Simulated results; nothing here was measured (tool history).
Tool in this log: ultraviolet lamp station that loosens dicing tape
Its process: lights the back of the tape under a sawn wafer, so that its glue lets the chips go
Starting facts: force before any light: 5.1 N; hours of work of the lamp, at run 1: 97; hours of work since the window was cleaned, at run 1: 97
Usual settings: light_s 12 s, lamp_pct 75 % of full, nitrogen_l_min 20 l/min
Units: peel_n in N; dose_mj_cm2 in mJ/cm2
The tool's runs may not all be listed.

run   hour  light_s  lamp_pct  nitrogen_l_min  hours of work of the lamp  hours of work since the window was cleaned  peel_n  dose_mj_cm2
  1      0       12        75              20                         97                                          97   0.372          423
  2   46.4       12        75              20                        134                                         134   0.375          409
  3     91       12        75              20                        170                                         170   0.386          402
  4  135.1       23        75              20                        205                                         205    0.21          749
  5  179.1       23        75              20                        240                                         240   0.212          727
  6  227.4       23        75              20                        279                                         279   0.207          719
  7  286.3       12        75              20                        326                                         326   0.489          366
  8  338.3       12        75              20                        368                                         368   0.517          353
  9  396.9       12        75              20                        414                                         414   0.525          341
 10  443.9       12        75               9                        452                                         452   0.917          335
 11  479.6       12        75              20                        480                                         480   0.573          325
     522.4  -- window cleaned of glue's vapour
 12  543.2       21        64              25                        531                                          17   0.242          537
 13  578.4       21        64              25                        559                                          45   0.245          541
 14  610.5        9        62              20                        585                                          70   1.036          218
 15  656.6       11        76               6                        621                                         107   1.222          319
 16  711.4       12        65              15                        665                                         151   0.857          290
 17  767.9        7        87              21                        710                                         196    1.05          214
 18    835        7        87              21                        764                                         250   1.162          210

For run 19, what comes out?
 19  887.9        7        87              21                        806                                         292       ?            ?

peel_n: 1.184 N
dose_mj_cm2: 199 mJ/cm2
On a tool with no hidden condition, and with the same random variation, this run would have come out at peel_n 0.607 N, dose_mj_cm2 307 mJ/cm2.
